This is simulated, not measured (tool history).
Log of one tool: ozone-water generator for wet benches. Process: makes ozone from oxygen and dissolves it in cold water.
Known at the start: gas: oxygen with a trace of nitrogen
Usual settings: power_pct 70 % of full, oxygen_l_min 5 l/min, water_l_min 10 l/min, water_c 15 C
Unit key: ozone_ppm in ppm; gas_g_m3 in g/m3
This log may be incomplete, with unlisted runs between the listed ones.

{"run": 1, "hour": 0.0, "power_pct": 70, "oxygen_l_min": 5, "water_l_min": 10, "water_c": 15, "ozone_ppm": 26.5, "gas_g_m3": 197.2}
{"run": 2, "hour": 65.3, "power_pct": 70, "oxygen_l_min": 5, "water_l_min": 10, "water_c": 8, "ozone_ppm": 29.5, "gas_g_m3": 195.9}
{"run": 3, "hour": 148.4, "power_pct": 72, "oxygen_l_min": 5, "water_l_min": 10, "water_c": 8, "ozone_ppm": 30.6, "gas_g_m3": 198.3}
{"run": 4, "hour": 251.4, "power_pct": 72, "oxygen_l_min": 5, "water_l_min": 10, "water_c": 8, "ozone_ppm": 30.1, "gas_g_m3": 199.7}
{"run": 5, "hour": 348.9, "power_pct": 72, "oxygen_l_min": 5, "water_l_min": 6, "water_c": 8, "ozone_ppm": 40.2, "gas_g_m3": 199.2}
{"run": 6, "hour": 412.5, "power_pct": 72, "oxygen_l_min": 5, "water_l_min": 6, "water_c": 8, "ozone_ppm": 40.6, "gas_g_m3": 198.9}
{"run": 7, "hour": 489.8, "power_pct": 70, "oxygen_l_min": 5, "water_l_min": 10, "water_c": 16, "ozone_ppm": 25.5, "gas_g_m3": 195.5}
{"run": 8, "hour": 563.8, "power_pct": 70, "oxygen_l_min": 5, "water_l_min": 10, "water_c": 15, "ozone_ppm": 25.7, "gas_g_m3": 195.8}
{"run": 9, "hour": 622.7, "power_pct": 70, "oxygen_l_min": 5, "water_l_min": 10, "water_c": 15, "ozone_ppm": 25.7, "gas_g_m3": 195.5}
{"run": 10, "hour": 690.8, "power_pct": 70, "oxygen_l_min": 5, "water_l_min": 10, "water_c": 15, "ozone_ppm": 25.3, "gas_g_m3": 196.7}
{"run": 11, "hour": 744.1, "power_pct": 70, "oxygen_l_min": 5, "water_l_min": 10, "water_c": 15, "ozone_ppm": 25.7, "gas_g_m3": 192.7}
{"run": 12, "hour": 825.3, "power_pct": 70, "oxygen_l_min": 5, "water_l_min": 10, "water_c": 15, "ozone_ppm": 25.4, "gas_g_m3": 192.9}
{"run": 13, "hour": 876.4, "power_pct": 70, "oxygen_l_min": 5, "water_l_min": 10, "water_c": 22, "ozone_ppm": 21.8, "gas_g_m3": 193.3}
{"run": 14, "hour": 943.1, "power_pct": 70, "oxygen_l_min": 5, "water_l_min": 10, "water_c": 22, "ozone_ppm": 22, "gas_g_m3": 192.8}
{"run": 15, "hour": 1024.8, "power_pct": 70, "oxygen_l_min": 5, "water_l_min": 10, "water_c": 22, "ozone_ppm": 21.8, "gas_g_m3": 191.1}
{"run": 16, "hour": 1080.5, "power_pct": 70, "oxygen_l_min": 5, "water_l_min": 10, "water_c": 19, "ozone_ppm": 23.4, "gas_g_m3": 193.6}
{"run": 17, "hour": 1180.0, "power_pct": 85, "oxygen_l_min": 5, "water_l_min": 10, "water_c": 10, "ozone_ppm": 31.5, "gas_g_m3": 213.6}
{"run": 18, "hour": 1227.1, "power_pct": 67, "oxygen_l_min": 6.55, "water_l_min": 11, "water_c": 10, "ozone_ppm": 25, "gas_g_m3": 162.9}
{"run": 19, "hour": 1302.6, "power_pct": 41, "oxygen_l_min": 7.26, "water_l_min": 11, "water_c": 10, "ozone_ppm": 19.1, "gas_g_m3": 120}
{"run": 20, "hour": 1366.3, "power_pct": 70, "oxygen_l_min": 2.52, "water_l_min": 10, "water_c": 15, "ozone_ppm": 25.3, "gas_g_m3": 268.8}
{"run": 21, "hour": 1452.3, "power_pct": 70, "oxygen_l_min": 2.52, "water_l_min": 10, "water_c": 15, "ozone_ppm": 25.2, "gas_g_m3": 267}
{"run": 22, "hour": 1521.3, "power_pct": 68, "oxygen_l_min": 2.52, "water_l_min": 10, "water_c": 15, "ozone_ppm": 24.7, "gas_g_m3": 264.1}
{"run": 23, "hour": 1590.8, "power_pct": 68, "oxygen_l_min": 2.52, "water_l_min": 10, "water_c": 15, "ozone_ppm": 24.8, "gas_g_m3": 261.1}
{"run": 24, "hour": 1692.1, "power_pct": 68, "oxygen_l_min": 2.52, "water_l_min": 10, "water_c": 15, "ozone_ppm": 24.6, "gas_g_m3": 261.6}
{"run": 25, "hour": 1795.3, "power_pct": 68, "oxygen_l_min": 2.52, "water_l_min": 10, "water_c": 15, "ozone_ppm": 24.4, "gas_g_m3": 263.5}
{"run": 26, "hour": 1887.6, "power_pct": 96, "oxygen_l_min": 7.02, "water_l_min": 7, "water_c": 9, "ozone_ppm": 38.7, "gas_g_m3": 186.7}
{"run": 27, "hour": 1974.1, "power_pct": 96, "oxygen_l_min": 2.65, "water_l_min": 14, "water_c": 9, "ozone_ppm": 24.2, "gas_g_m3": 306.4}
{"run": 28, "hour": 2064.4, "power_pct": 67, "oxygen_l_min": 6.7, "water_l_min": 7, "water_c": 17, "ozone_ppm": 26.6, "gas_g_m3": 157.6}
{"run": 29, "hour": 2116.0, "power_pct": 70, "oxygen_l_min": 5, "water_l_min": 12, "water_c": 13, "ozone_ppm": 22.8, "gas_g_m3": 187.7}
{"run": 30, "hour": 2171.8, "power_pct": 70, "oxygen_l_min": 5, "water_l_min": 12, "water_c": 13, "ozone_ppm": 22.8, "gas_g_m3": 188.4}
{"run": 31, "hour": 2244.2, "power_pct": 56, "oxygen_l_min": 5, "water_l_min": 10, "water_c": 19, "ozone_ppm": 20.2, "gas_g_m3": 164.6}
{"run": 32, "hour": 2318.5, "power_pct": 56, "oxygen_l_min": 5, "water_l_min": 10, "water_c": 19, "ozone_ppm": 20.1, "gas_g_m3": 166.4}

Taken out of this log: 2 entries between the listed runs. Where each belongs, and how the hidden state differs across it:
From run 10 to run 11: contactor cleaned (hour 700.3)
  yield of the discharge, % of new electrodes': 92 -> 91.9; contactor's efficiency, % of a clean one's: 96.9 -> 95.4
  what was measured, less what the result would be without the hidden state, ozone_ppm: -2.7 -> -3 ppm; gas_g_m3: -17.1 -> -17 g/m3
From run 16 to run 17: contactor cleaned, once more (hour 1144)
  yield of the discharge, % of new electrodes': 91.1 -> 90.9; contactor's efficiency, % of a clean one's: 94.8 -> 99.1
  what was measured, less what the result would be without the hidden state, ozone_ppm: -3.1 -> -3.8 ppm; gas_g_m3: -18.8 -> -23.8 g/m3
